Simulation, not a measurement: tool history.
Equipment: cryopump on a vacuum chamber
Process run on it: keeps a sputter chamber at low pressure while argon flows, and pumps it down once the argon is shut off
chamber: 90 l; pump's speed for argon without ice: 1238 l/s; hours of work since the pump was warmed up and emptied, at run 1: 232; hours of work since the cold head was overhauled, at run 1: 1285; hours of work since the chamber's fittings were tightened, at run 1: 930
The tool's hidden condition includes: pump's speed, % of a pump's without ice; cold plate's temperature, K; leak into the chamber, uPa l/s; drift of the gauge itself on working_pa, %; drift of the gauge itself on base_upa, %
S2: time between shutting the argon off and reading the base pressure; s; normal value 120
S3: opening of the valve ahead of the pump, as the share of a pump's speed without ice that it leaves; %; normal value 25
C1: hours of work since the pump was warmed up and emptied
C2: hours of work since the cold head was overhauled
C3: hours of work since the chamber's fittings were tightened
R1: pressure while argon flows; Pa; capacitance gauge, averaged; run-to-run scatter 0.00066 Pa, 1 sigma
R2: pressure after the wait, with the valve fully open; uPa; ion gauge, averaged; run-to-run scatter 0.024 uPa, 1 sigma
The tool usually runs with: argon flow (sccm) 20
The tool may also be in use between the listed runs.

{"run": 1, "hour": 0.0, "argon flow (sccm)": 20, "S2": 120, "S3": 25, "C1": 232, "C2": 1285, "C3": 930, "R1": 0.1144, "R2": 1.18}
{"run": 2, "hour": 26.8, "argon flow (sccm)": 20, "S2": 120, "S3": 25, "C1": 251, "C2": 1304, "C3": 949, "R1": 0.1156, "R2": 1.22}
{"run": 3, "hour": 67.9, "argon flow (sccm)": 20, "S2": 120, "S3": 25, "C1": 280, "C2": 1333, "C3": 978, "R1": 0.1161, "R2": 1.19}
{"run": 4, "hour": 115.6, "argon flow (sccm)": 20, "S2": 120, "S3": 25, "C1": 314, "C2": 1366, "C3": 1011, "R1": 0.1168, "R2": 1.18}
{"run": 5, "hour": 155.5, "argon flow (sccm)": 20, "S2": 120, "S3": 25, "C1": 342, "C2": 1395, "C3": 1040, "R1": 0.1177, "R2": 1.25}
{"run": 6, "hour": 200.6, "argon flow (sccm)": 20, "S2": 120, "S3": 44, "C1": 373, "C2": 1426, "C3": 1071, "R1": 0.0707, "R2": 1.23}
{"run": 7, "hour": 222.8, "argon flow (sccm)": 20, "S2": 120, "S3": 25, "C1": 389, "C2": 1442, "C3": 1087, "R1": 0.1174, "R2": 1.24}
{"run": 8, "hour": 252.9, "argon flow (sccm)": 20, "S2": 120, "S3": 25, "C1": 410, "C2": 1463, "C3": 1108, "R1": 0.1189, "R2": 1.24}
{"run": 9, "hour": 272.7, "argon flow (sccm)": 20, "S2": 120, "S3": 25, "C1": 424, "C2": 1477, "C3": 1122, "R1": 0.1199, "R2": 1.31}
{"run": 10, "hour": 299.8, "argon flow (sccm)": 20, "S2": 120, "S3": 38, "C1": 443, "C2": 1496, "C3": 1141, "R1": 0.081, "R2": 1.32}
{"run": 11, "hour": 327.3, "argon flow (sccm)": 20, "S2": 120, "S3": 38, "C1": 462, "C2": 1515, "C3": 1160, "R1": 0.0826, "R2": 1.31}
{"run": 12, "hour": 364.7, "argon flow (sccm)": 20, "S2": 120, "S3": 33, "C1": 489, "C2": 1542, "C3": 1187, "R1": 0.0951, "R2": 1.29}
{"run": 13, "hour": 400.1, "argon flow (sccm)": 20, "S2": 120, "S3": 33, "C1": 514, "C2": 1566, "C3": 1211, "R1": 0.0948, "R2": 1.36}
{"hour": 414.9, "done": "pump warmed up, emptied and cooled again"}
{"run": 14, "hour": 438.6, "argon flow (sccm)": 20, "S2": 120, "S3": 33, "C1": 17, "C2": 1590, "C3": 1235, "R1": 0.0843, "R2": 1.17}
{"run": 15, "hour": 482.1, "argon flow (sccm)": 20, "S2": 120, "S3": 33, "C1": 47, "C2": 1620, "C3": 1266, "R1": 0.0849, "R2": 1.14}
{"run": 16, "hour": 529.4, "argon flow (sccm)": 34, "S2": 120, "S3": 33, "C1": 80, "C2": 1654, "C3": 1299, "R1": 0.1452, "R2": 1.25}
{"run": 17, "hour": 560.1, "argon flow (sccm)": 34, "S2": 120, "S3": 33, "C1": 102, "C2": 1675, "C3": 1320, "R1": 0.1452, "R2": 1.25}
{"run": 18, "hour": 586.6, "argon flow (sccm)": 34, "S2": 120, "S3": 33, "C1": 121, "C2": 1694, "C3": 1339, "R1": 0.1464, "R2": 1.22}
{"run": 19, "hour": 633.2, "argon flow (sccm)": 34, "S2": 120, "S3": 33, "C1": 153, "C2": 1727, "C3": 1372, "R1": 0.1463, "R2": 1.22}
{"run": 20, "hour": 667.4, "argon flow (sccm)": 20, "S2": 120, "S3": 56, "C1": 177, "C2": 1751, "C3": 1396, "R1": 0.0531, "R2": 1.25}
{"run": 21, "hour": 709.4, "argon flow (sccm)": 11, "S2": 25, "S3": 42, "C1": 207, "C2": 1780, "C3": 1425, "R1": 0.0381, "R2": 3.74}
{"run": 22, "hour": 757.1, "argon flow (sccm)": 11, "S2": 25, "S3": 42, "C1": 240, "C2": 1814, "C3": 1459, "R1": 0.0394, "R2": 3.81}
{"run": 23, "hour": 801.2, "argon flow (sccm)": 12, "S2": 97, "S3": 25, "C1": 271, "C2": 1845, "C3": 1490, "R1": 0.0711, "R2": 1.46}
{"run": 24, "hour": 846.5, "argon flow (sccm)": 12, "S2": 97, "S3": 25, "C1": 303, "C2": 1877, "C3": 1522, "R1": 0.0688, "R2": 1.43}
{"run": 25, "hour": 886.4, "argon flow (sccm)": 11, "S2": 33, "S3": 22, "C1": 331, "C2": 1905, "C3": 1550, "R1": 0.0716, "R2": 3.07}
{"run": 26, "hour": 913.7, "argon flow (sccm)": 20, "S2": 201, "S3": 38, "C1": 350, "C2": 1924, "C3": 1569, "R1": 0.0813, "R2": 1.02}
{"run": 27, "hour": 942.9, "argon flow (sccm)": 12, "S2": 22, "S3": 15, "C1": 371, "C2": 1944, "C3": 1589, "R1": 0.1138, "R2": 4.3}
{"run": 28, "hour": 977.3, "argon flow (sccm)": 8, "S2": 120, "S3": 30, "C1": 395, "C2": 1968, "C3": 1613, "R1": 0.0394, "R2": 1.39}
{"run": 29, "hour": 1016.6, "argon flow (sccm)": 22, "S2": 120, "S3": 36, "C1": 423, "C2": 1996, "C3": 1641, "R1": 0.0954, "R2": 1.42}
{"run": 30, "hour": 1055.8, "argon flow (sccm)": 12, "S2": 34, "S3": 36, "C1": 450, "C2": 2024, "C3": 1669, "R1": 0.0516, "R2": 3.16}
{"run": 31, "hour": 1088.2, "argon flow (sccm)": 12, "S2": 34, "S3": 36, "C1": 473, "C2": 2046, "C3": 1691, "R1": 0.0533, "R2": 3.05}
{"run": 32, "hour": 1117.4, "argon flow (sccm)": 20, "S2": 60, "S3": 37, "C1": 494, "C2": 2067, "C3": 1712, "R1": 0.087, "R2": 2.11}
{"run": 33, "hour": 1148.9, "argon flow (sccm)": 10, "S2": 68, "S3": 25, "C1": 516, "C2": 2089, "C3": 1734, "R1": 0.0623, "R2": 1.96}

Branching from run 33: 5 alternative next runs. What would each branch give?
{"hour": 1160.6, "done": "pump warmed up, emptied and cooled again"}
{"run": "A", "hour": 1196.3, "argon flow (sccm)": 11, "S2": 124, "S3": 25, "C1": 25, "C2": 2119, "C3": 1764, "R1": "?", "R2": "?"}
{"hour": 1160.6, "done": "pump warmed up, emptied and cooled again"}
{"run": "B", "hour": 1196.3, "argon flow (sccm)": 11, "S2": 34, "S3": 59, "C1": 25, "C2": 2119, "C3": 1764, "R1": "?", "R2": "?"}
{"hour": 1160.6, "done": "pump warmed up, emptied and cooled again"}
{"run": "C", "hour": 1196.3, "argon flow (sccm)": 20, "S2": 54, "S3": 17, "C1": 25, "C2": 2119, "C3": 1764, "R1": "?", "R2": "?"}
{"hour": 1160.6, "done": "pump warmed up, emptied and cooled again"}
{"run": "D", "hour": 1196.3, "argon flow (sccm)": 10, "S2": 120, "S3": 25, "C1": 25, "C2": 2119, "C3": 1764, "R1": "?", "R2": "?"}
{"hour": 1160.6, "done": "pump warmed up, emptied and cooled again"}
{"run": "E", "hour": 1196.3, "argon flow (sccm)": 26, "S2": 89, "S3": 25, "C1": 25, "C2": 2119, "C3": 1764, "R1": "?", "R2": "?"}

run=A R1=0.0616 R2=1.23
run=B R1=0.0263 R2=2.94
run=C R1=0.1625 R2=2.07
run=D R1=0.0549 R2=1.29
run=E R1=0.1447 R2=1.53
Without the tool's hidden state the same runs would have given:
run=A R1=0.0608 R2=0.89
run=B R1=0.0255 R2=2.59
run=C R1=0.161 R2=1.73
run=D R1=0.0541 R2=0.94
run=E R1=0.1427 R2=1.16

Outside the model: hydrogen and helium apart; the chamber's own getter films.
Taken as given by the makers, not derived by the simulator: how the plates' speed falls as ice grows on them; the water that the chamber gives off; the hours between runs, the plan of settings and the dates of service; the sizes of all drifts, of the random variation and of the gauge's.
